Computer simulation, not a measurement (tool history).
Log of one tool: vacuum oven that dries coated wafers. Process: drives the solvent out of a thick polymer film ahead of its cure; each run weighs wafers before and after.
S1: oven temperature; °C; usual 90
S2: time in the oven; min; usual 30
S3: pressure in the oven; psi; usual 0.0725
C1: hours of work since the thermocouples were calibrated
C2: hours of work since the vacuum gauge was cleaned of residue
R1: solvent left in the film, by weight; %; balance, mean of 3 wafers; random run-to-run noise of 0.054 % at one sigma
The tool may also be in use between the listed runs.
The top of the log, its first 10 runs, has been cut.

run 11 hour=97.7 | S1=90 S2=30 S3=0.0725 | C1=15 C2=172 | R1=3.61
run 12 hour=106.5 | S1=90 S2=30 S3=0.0725 | C1=19 C2=176 | R1=3.64
run 13 hour=115.8 | S1=90 S2=30 S3=0.0725 | C1=23 C2=180 | R1=3.58
run 14 hour=128.6 | S1=90 S2=30 S3=0.0725 | C1=29 C2=185 | R1=3.51
run 15 hour=136.8 | S1=90 S2=30 S3=0.0725 | C1=32 C2=189 | R1=3.49
-- hour=141.8 oven's thermocouples calibrated, once more
run 16 hour=145.9 | S1=75 S2=30 S3=0.0725 | C1=2 C2=192 | R1=7.7
run 17 hour=155.4 | S1=94 S2=30 S3=0.0725 | C1=6 C2=196 | R1=1.11
run 18 hour=164.8 | S1=90 S2=30 S3=0.2821 | C1=10 C2=200 | R1=2.35

Forecast run 19:
run 19 hour=178.5 | S1=78 S2=30 S3=0.0911 | C1=16 C2=206 | R1=?

R1: 6.65 %
Minus the tool's unlogged condition, the same run would have read R1 6.58 %.

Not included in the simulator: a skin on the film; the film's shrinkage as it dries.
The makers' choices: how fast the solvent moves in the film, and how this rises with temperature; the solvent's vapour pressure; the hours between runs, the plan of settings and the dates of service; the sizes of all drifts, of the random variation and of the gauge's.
